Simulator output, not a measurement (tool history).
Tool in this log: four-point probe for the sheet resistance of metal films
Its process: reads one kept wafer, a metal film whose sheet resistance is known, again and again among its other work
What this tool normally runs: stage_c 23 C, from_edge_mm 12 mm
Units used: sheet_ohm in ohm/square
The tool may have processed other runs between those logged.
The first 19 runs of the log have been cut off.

Run 20, hour 977.3: usual settings but stage_c 29 C. Result: sheet_ohm 9.756417 ohm/square.
Run 21, hour 1010.1: usual settings but from_edge_mm 4 mm. Result: sheet_ohm 9.880251 ohm/square.
Run 22, hour 1060.0: usual settings but from_edge_mm 4 mm. Result: sheet_ohm 9.883229 ohm/square.
Run 23, hour 1098.3: usual settings but stage_c 34 C. Result: sheet_ohm 9.713685 ohm/square.
Run 24, hour 1141.7: usual settings but stage_c 18 C, from_edge_mm 10 mm. Result: sheet_ohm 9.859312 ohm/square.
Run 25, hour 1204.1: usual settings but stage_c 35 C, from_edge_mm 5 mm. Result: sheet_ohm 9.746998 ohm/square.
Run 26, hour 1261.5: usual settings but stage_c 29 C, from_edge_mm 7 mm. Result: sheet_ohm 9.776030 ohm/square.
Run 27, hour 1333.3: usual settings but stage_c 29 C, from_edge_mm 13 mm. Result: sheet_ohm 9.759251 ohm/square.
Run 28, hour 1405.3: usual settings but stage_c 29 C, from_edge_mm 13 mm. Result: sheet_ohm 9.756492 ohm/square.
Run 29, hour 1474.6: usual settings but stage_c 29 C, from_edge_mm 13 mm. Result: sheet_ohm 9.758311 ohm/square.
Run 30, hour 1538.3: usual settings but stage_c 20 C, from_edge_mm 7 mm. Result: sheet_ohm 9.861442 ohm/square.
Run 31, hour 1606.8: usual settings but from_edge_mm 16 mm. Result: sheet_ohm 9.810283 ohm/square.
Run 32, hour 1679.8: usual settings but from_edge_mm 7 mm. Result: sheet_ohm 9.834568 ohm/square.
At hour 1687.0: stage's thermometer calibrated.
Run 33, hour 1732.7: usual settings but stage_c 19 C, from_edge_mm 44 mm. Result: sheet_ohm 9.836414 ohm/square.
Run 34, hour 1765.1: usual settings but stage_c 20 C, from_edge_mm 6 mm. Result: sheet_ohm 9.863510 ohm/square.
Run 35, hour 1836.8: usual settings but stage_c 24 C, from_edge_mm 9 mm. Result: sheet_ohm 9.806063 ohm/square.
Run 36, hour 1871.8: usual settings but stage_c 24 C, from_edge_mm 9 mm. Result: sheet_ohm 9.806909 ohm/square.
Run 37, hour 1926.3: usual settings but stage_c 20 C. Result: sheet_ohm 9.837097 ohm/square.
At hour 1932.2: stage's thermometer calibrated, once more.
Run 38, hour 1993.4: usual settings but stage_c 26 C, from_edge_mm 9 mm. Result: sheet_ohm 9.807611 ohm/square.
Run 39, hour 2051.8: usual settings but stage_c 26 C, from_edge_mm 9 mm. Result: sheet_ohm 9.809122 ohm/square.
Run 40, hour 2091.6: usual settings but stage_c 20 C, from_edge_mm 35 mm. Result: sheet_ohm 9.848906 ohm/square.
Run 41, hour 2143.6: usual settings but stage_c 24 C, from_edge_mm 11 mm. Result: sheet_ohm 9.819494 ohm/square.
Run 42, hour 2179.9: usual settings but stage_c 20 C. Result: sheet_ohm 9.856100 ohm/square.
Run 43, hour 2213.9: usual settings but stage_c 33 C, from_edge_mm 8 mm. Result: sheet_ohm 9.752828 ohm/square.

What will run 44 give?
Run 44, hour 2287.6: usual settings but stage_c 33 C, from_edge_mm 4 mm. Result: sheet_ohm ?.

sheet_ohm: 9.813223 ohm/square
Take away the tool's hidden state, keep the run-to-run variation as it was, and the same run would have given sheet_ohm 9.756062 ohm/square.
